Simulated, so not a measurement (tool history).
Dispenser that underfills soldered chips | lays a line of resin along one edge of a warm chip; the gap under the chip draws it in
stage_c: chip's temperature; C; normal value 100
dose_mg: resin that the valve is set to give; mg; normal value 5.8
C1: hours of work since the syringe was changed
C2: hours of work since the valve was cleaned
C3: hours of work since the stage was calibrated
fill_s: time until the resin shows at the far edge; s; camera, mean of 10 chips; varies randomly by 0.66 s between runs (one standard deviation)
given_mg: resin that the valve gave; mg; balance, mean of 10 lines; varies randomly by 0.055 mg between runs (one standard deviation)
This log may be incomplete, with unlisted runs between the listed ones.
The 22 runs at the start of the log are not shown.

{"run": 23, "hour": 87.6, "stage_c": 85, "dose_mg": 7.17, "C1": 6, "C2": 61, "C3": 62, "fill_s": 152.1, "given_mg": 6.78}
{"run": 24, "hour": 90.7, "stage_c": 89, "dose_mg": 5.8, "C1": 8, "C2": 63, "C3": 64, "fill_s": 147.1, "given_mg": 5.42}
{"hour": 94.1, "done": "new syringe of resin"}
{"run": 25, "hour": 94.2, "stage_c": 92, "dose_mg": 7.35, "C1": 0, "C2": 65, "C3": 66, "fill_s": 76.8, "given_mg": 6.88}
{"run": 26, "hour": 97.5, "stage_c": 92, "dose_mg": 7.35, "C1": 2, "C2": 67, "C3": 68, "fill_s": 88.7, "given_mg": 6.89}
{"run": 27, "hour": 101.1, "stage_c": 100, "dose_mg": 7.32, "C1": 4, "C2": 69, "C3": 71, "fill_s": 73.5, "given_mg": 6.84}
{"run": 28, "hour": 103.5, "stage_c": 89, "dose_mg": 5.33, "C1": 6, "C2": 70, "C3": 72, "fill_s": 130, "given_mg": 4.91}
{"run": 29, "hour": 106.3, "stage_c": 89, "dose_mg": 5.33, "C1": 8, "C2": 72, "C3": 74, "fill_s": 146.6, "given_mg": 5.02}
{"run": 30, "hour": 109.6, "stage_c": 89, "dose_mg": 5.33, "C1": 10, "C2": 74, "C3": 76, "fill_s": 163, "given_mg": 4.98}
{"hour": 110.8, "done": "new syringe of resin"}
{"run": 31, "hour": 114.2, "stage_c": 89, "dose_mg": 5.33, "C1": 2, "C2": 77, "C3": 79, "fill_s": 106.4, "given_mg": 4.92}
{"run": 32, "hour": 118.3, "stage_c": 103, "dose_mg": 5.26, "C1": 5, "C2": 80, "C3": 81, "fill_s": 69.3, "given_mg": 4.84}
{"hour": 120.2, "done": "dispensing valve cleaned and set on the balance"}
{"run": 33, "hour": 124.0, "stage_c": 112, "dose_mg": 6.87, "C1": 8, "C2": 2, "C3": 84, "fill_s": 53.2, "given_mg": 6.79}
{"run": 34, "hour": 126.3, "stage_c": 112, "dose_mg": 6.87, "C1": 9, "C2": 4, "C3": 86, "fill_s": 58.6, "given_mg": 6.8}
{"hour": 128.7, "done": "new syringe of resin"}
{"run": 35, "hour": 130.2, "stage_c": 100, "dose_mg": 7.02, "C1": 1, "C2": 6, "C3": 88, "fill_s": 59.1, "given_mg": 6.91}
{"run": 36, "hour": 132.7, "stage_c": 100, "dose_mg": 7.02, "C1": 3, "C2": 8, "C3": 89, "fill_s": 64.8, "given_mg": 6.89}

Alternative continuations, all from the tool just after run 36; predict every row:
{"run": "A", "hour": 136.3, "stage_c": 114, "dose_mg": 7.02, "C1": 5, "C2": 10, "C3": 92, "fill_s": "?", "given_mg": "?"}
{"run": "B", "hour": 136.3, "stage_c": 103, "dose_mg": 5.52, "C1": 5, "C2": 10, "C3": 92, "fill_s": "?", "given_mg": "?"}
{"run": "C", "hour": 136.3, "stage_c": 100, "dose_mg": 6.14, "C1": 5, "C2": 10, "C3": 92, "fill_s": "?", "given_mg": "?"}

run=A fill_s=43.1 given_mg=6.88
run=B fill_s=66.8 given_mg=5.5
run=C fill_s=74.9 given_mg=6.21
Had the tool no hidden state, the same runs would have come out as:
run=A fill_s=33.4 given_mg=6.94
run=B fill_s=51.5 given_mg=5.54
run=C fill_s=57.9 given_mg=6.26
